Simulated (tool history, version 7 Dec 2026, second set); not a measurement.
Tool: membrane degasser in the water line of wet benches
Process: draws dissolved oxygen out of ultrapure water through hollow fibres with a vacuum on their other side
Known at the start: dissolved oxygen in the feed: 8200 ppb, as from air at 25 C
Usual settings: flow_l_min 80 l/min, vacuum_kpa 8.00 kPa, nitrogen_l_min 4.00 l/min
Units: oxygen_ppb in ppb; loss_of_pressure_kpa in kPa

Run 1, hour 0.0: usual settings. Result: oxygen_ppb 371.1 ppb, loss_of_pressure_kpa 58.86 kPa.
Run 2, hour 160.4: usual settings. Result: oxygen_ppb 378.6 ppb, loss_of_pressure_kpa 59.05 kPa.
Run 3, hour 309.4: usual settings. Result: oxygen_ppb 370.1 ppb, loss_of_pressure_kpa 59.24 kPa.
Run 4, hour 403.2: usual settings but vacuum_kpa 16.49 kPa. Result: oxygen_ppb 719.6 ppb, loss_of_pressure_kpa 58.84 kPa.
Run 5, hour 557.3: usual settings but vacuum_kpa 16.49 kPa. Result: oxygen_ppb 697.5 ppb, loss_of_pressure_kpa 58.47 kPa.
Run 6, hour 702.5: usual settings but vacuum_kpa 16.49 kPa. Result: oxygen_ppb 715.6 ppb, loss_of_pressure_kpa 59.00 kPa.
Run 7, hour 773.5: usual settings. Result: oxygen_ppb 373.2 ppb, loss_of_pressure_kpa 59.42 kPa.
Run 8, hour 877.4: usual settings but vacuum_kpa 8.45 kPa. Result: oxygen_ppb 393.4 ppb, loss_of_pressure_kpa 58.55 kPa.
Run 9, hour 955.9: usual settings. Result: oxygen_ppb 375.6 ppb, loss_of_pressure_kpa 59.04 kPa.
Run 10, hour 1111.8: usual settings. Result: oxygen_ppb 375.6 ppb, loss_of_pressure_kpa 59.02 kPa.
Run 11, hour 1212.4: usual settings. Result: oxygen_ppb 372.9 ppb, loss_of_pressure_kpa 59.29 kPa.
Run 12, hour 1358.2: usual settings but nitrogen_l_min 2.24 l/min. Result: oxygen_ppb 505.0 ppb, loss_of_pressure_kpa 59.08 kPa.
Run 13, hour 1464.6: usual settings but nitrogen_l_min 2.24 l/min. Result: oxygen_ppb 500.4 ppb, loss_of_pressure_kpa 59.18 kPa.
Run 14, hour 1625.2: usual settings but flow_l_min 113 l/min, vacuum_kpa 9.59 kPa, nitrogen_l_min 3.83 l/min. Result: oxygen_ppb 694.5 ppb, loss_of_pressure_kpa 83.40 kPa.
At hour 1699.6: seals of the vacuum lines changed.
Run 15, hour 1770.9: usual settings but flow_l_min 113 l/min, vacuum_kpa 9.59 kPa, nitrogen_l_min 3.83 l/min. Result: oxygen_ppb 701.4 ppb, loss_of_pressure_kpa 83.96 kPa.
Run 16, hour 1890.9: usual settings but flow_l_min 113 l/min, vacuum_kpa 9.59 kPa, nitrogen_l_min 3.83 l/min. Result: oxygen_ppb 703.9 ppb, loss_of_pressure_kpa 83.64 kPa.
Run 17, hour 2036.0: usual settings but flow_l_min 91 l/min, vacuum_kpa 6.53 kPa, nitrogen_l_min 8.97 l/min. Result: oxygen_ppb 305.8 ppb, loss_of_pressure_kpa 67.26 kPa.
Run 18, hour 2122.5: usual settings but flow_l_min 67 l/min, vacuum_kpa 14.23 kPa, nitrogen_l_min 8.97 l/min. Result: oxygen_ppb 304.6 ppb, loss_of_pressure_kpa 49.77 kPa.
Run 19, hour 2258.5: usual settings but flow_l_min 67 l/min, vacuum_kpa 14.23 kPa, nitrogen_l_min 5.64 l/min. Result: oxygen_ppb 407.8 ppb, loss_of_pressure_kpa 49.43 kPa.
Run 20, hour 2413.3: usual settings but flow_l_min 58 l/min, vacuum_kpa 6.79 kPa, nitrogen_l_min 6.10 l/min. Result: oxygen_ppb 160.1 ppb, loss_of_pressure_kpa 43.15 kPa.
Run 21, hour 2568.4: usual settings but flow_l_min 68 l/min, vacuum_kpa 6.60 kPa. Result: oxygen_ppb 249.9 ppb, loss_of_pressure_kpa 50.32 kPa.
Run 22, hour 2642.4: usual settings but flow_l_min 52 l/min, vacuum_kpa 6.60 kPa, nitrogen_l_min 7.63 l/min. Result: oxygen_ppb 116.4 ppb, loss_of_pressure_kpa 38.58 kPa.
Run 23, hour 2742.7: usual settings but flow_l_min 51 l/min, vacuum_kpa 18.87 kPa, nitrogen_l_min 6.83 l/min. Result: oxygen_ppb 322.7 ppb, loss_of_pressure_kpa 37.76 kPa.

Forecast each of these 4 alternatives for the next run:
Run A, hour 2896.4: usual settings but flow_l_min 107 l/min, vacuum_kpa 17.63 kPa, nitrogen_l_min 3.01 l/min. Result: oxygen_ppb ?, loss_of_pressure_kpa ?.
Run B, hour 2896.4: usual settings but flow_l_min 89 l/min, vacuum_kpa 18.87 kPa, nitrogen_l_min 6.83 l/min. Result: oxygen_ppb ?, loss_of_pressure_kpa ?.
Run C, hour 2896.4: usual settings but vacuum_kpa 9.23 kPa. Result: oxygen_ppb ?, loss_of_pressure_kpa ?.
Run D, hour 2896.4: usual settings but flow_l_min 59 l/min, vacuum_kpa 8.69 kPa. Result: oxygen_ppb ?, loss_of_pressure_kpa ?.

run  oxygen_ppb  loss_of_pressure_kpa
  A      1193.0                 79.68
  B       652.5                 65.72
  C       421.0                 59.07
  D       265.3                 43.60
Without the tool's hidden state the same runs would have given:
run  oxygen_ppb  loss_of_pressure_kpa
  A      1191.2                 79.53
  B       650.9                 65.59
  C       419.6                 58.95
  D       264.4                 43.52
